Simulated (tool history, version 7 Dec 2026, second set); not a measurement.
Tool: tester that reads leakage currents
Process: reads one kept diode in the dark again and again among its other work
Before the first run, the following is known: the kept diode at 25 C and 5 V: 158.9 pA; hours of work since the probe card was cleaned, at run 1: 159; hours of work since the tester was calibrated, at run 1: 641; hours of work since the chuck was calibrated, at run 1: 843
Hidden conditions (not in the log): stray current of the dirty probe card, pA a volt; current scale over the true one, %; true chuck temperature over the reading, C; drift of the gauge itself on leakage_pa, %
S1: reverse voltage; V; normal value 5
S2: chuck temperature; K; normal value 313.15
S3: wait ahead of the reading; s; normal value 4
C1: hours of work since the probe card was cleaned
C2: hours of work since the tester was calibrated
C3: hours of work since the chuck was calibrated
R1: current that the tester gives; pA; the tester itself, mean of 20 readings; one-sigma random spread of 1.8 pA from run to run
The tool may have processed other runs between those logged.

| run | hour | S1 | S2 | S3 | C1 | C2 | C3 | R1 |
|---|---|---|---|---|---|---|---|---|
| 1 | 0 | 5 | 313.15 | 4 | 159 | 641 | 843 | 551.69 |
| 2 | 18.3 | 5 | 318.15 | 4 | 171 | 654 | 856 | 835.9 |
| 3 | 39.1 | 5 | 313.15 | 1.72 | 186 | 669 | 870 | 548.83 |
| 4 | 64.4 | 5 | 313.15 | 1.72 | 204 | 686 | 888 | 549.36 |
| 5 | 84.3 | 5 | 313.15 | 1.72 | 218 | 700 | 902 | 552.36 |
| 6 | 111.2 | 3.68 | 313.15 | 4 | 236 | 719 | 921 | 495.18 |
| 7 | 138.1 | 3.68 | 313.15 | 4 | 255 | 738 | 939 | 496.66 |
| 8 | 151 | 5 | 313.15 | 4 | 264 | 747 | 948 | 546.09 |
| 9 | 167.1 | 5 | 313.15 | 4 | 275 | 758 | 960 | 545.97 |
| 10 | 189.8 | 5 | 313.15 | 4 | 291 | 774 | 976 | 548.98 |
| 11 | 209.5 | 5 | 313.15 | 4 | 305 | 788 | 989 | 545.24 |
| 12 | 232.8 | 5 | 313.15 | 4 | 321 | 804 | 1006 | 546 |
| 13 | 260.2 | 5 | 313.15 | 4 | 340 | 823 | 1025 | 543.17 |
| 14 | 275.4 | 5 | 313.15 | 4 | 351 | 834 | 1035 | 547.15 |
| 15 | 295.3 | 5 | 313.15 | 4 | 365 | 848 | 1049 | 543.84 |
| 16 | 311.6 | 5 | 313.15 | 4 | 376 | 859 | 1061 | 543.98 |
| 17 | 338 | 5 | 313.15 | 4 | 395 | 878 | 1079 | 544.22 |
| 18 | 357.6 | 5 | 313.15 | 4 | 409 | 891 | 1093 | 540.86 |
| 19 | 386.3 | 5 | 313.15 | 4 | 429 | 911 | 1113 | 542.59 |
| 20 | 408.9 | 5 | 313.15 | 4 | 444 | 927 | 1129 | 542.1 |
| 21 | 430.4 | 5 | 330.15 | 4 | 459 | 942 | 1144 | 2090.76 |
| 22 | 445.9 | 3.96 | 314.15 | 2.9 | 470 | 953 | 1154 | 542.94 |
| 23 | 468.9 | 5 | 300.15 | 3.15 | 486 | 969 | 1171 | 174.74 |
| 24 | 497.8 | 5 | 300.15 | 3.15 | 507 | 989 | 1191 | 173.93 |
| 25 | 514.7 | 4.36 | 293.15 | 4 | 518 | 1001 | 1203 | 87.49 |
| 26 | 528.9 | 4.36 | 293.15 | 4 | 528 | 1011 | 1213 | 87.38 |
| 27 | 541.9 | 4.36 | 293.15 | 4 | 537 | 1020 | 1222 | 87.35 |
| 28 | 557.4 | 3.68 | 313.15 | 4 | 548 | 1031 | 1232 | 486.02 |
| 29 | 572.5 | 3.31 | 302.15 | 5.28 | 559 | 1041 | 1243 | 180.29 |
| 30 | 592.8 | 3.31 | 302.15 | 3.86 | 573 | 1056 | 1257 | 181.19 |
| 31 | 619.8 | 1.41 | 313.15 | 4.88 | 592 | 1075 | 1276 | 351.09 |
| 32 | 637.4 | 3.4 | 313.15 | 7.05 | 604 | 1087 | 1288 | 471.85 |
| 33 | 662.7 | 8.16 | 313.15 | 9.88 | 622 | 1105 | 1306 | 629.32 |
| 34 | 676.5 | 5 | 298.15 | 4 | 631 | 1114 | 1316 | 145.34 |
| 35 | 703.9 | 3.87 | 303.15 | 0.5 | 651 | 1133 | 1335 | 209.68 |
| 36 | 729 | 3.87 | 303.15 | 0.5 | 668 | 1151 | 1352 | 208.78 |
| 37 | 757.7 | 3.87 | 296.15 | 5.37 | 688 | 1171 | 1372 | 109.71 |
|  | 781.3 | chuck's temperature calibrated |
| 38 | 782.1 | 3.17 | 297.15 | 4.48 | 704 | 1187 | 1 | 126.82 |
| 39 | 805.3 | 3.17 | 297.15 | 4.48 | 720 | 1203 | 17 | 126.53 |

Table of differences, measured result less the result of that run with no hidden state. Run-to-run variation is the same in both. Gauge scatter possibly is not:
| run | R1 |
|---|---|
| 1 | -41.69 |
| 2 | -62.52 |
| 3 | -42.53 |
| 4 | -43.22 |
| 5 | -43.96 |
| 6 | -40.4 |
| 7 | -41.25 |
| 8 | -45.37 |
| 9 | -45.79 |
| 10 | -46.63 |
| 11 | -46.87 |
| 12 | -47.62 |
| 13 | -48.15 |
| 14 | -48.88 |
| 15 | -49.13 |
| 16 | -49.62 |
| 17 | -50.39 |
| 18 | -50.63 |
| 19 | -51.56 |
| 20 | -52.17 |
| 21 | -191.26 |
| 22 | -53.62 |
| 23 | -16.76 |
| 24 | -16.87 |
| 25 | -7.77 |
| 26 | -7.77 |
| 27 | -7.79 |
| 28 | -51.03 |
| 29 | -19.11 |
| 30 | -19.4 |
| 31 | -39.01 |
| 32 | -51.7 |
| 33 | -66.88 |
| 34 | -14.62 |
| 35 | -23.18 |
| 36 | -23.3 |
| 37 | -11.45 |
| 38 | +1.35 |
| 39 | +1.22 |

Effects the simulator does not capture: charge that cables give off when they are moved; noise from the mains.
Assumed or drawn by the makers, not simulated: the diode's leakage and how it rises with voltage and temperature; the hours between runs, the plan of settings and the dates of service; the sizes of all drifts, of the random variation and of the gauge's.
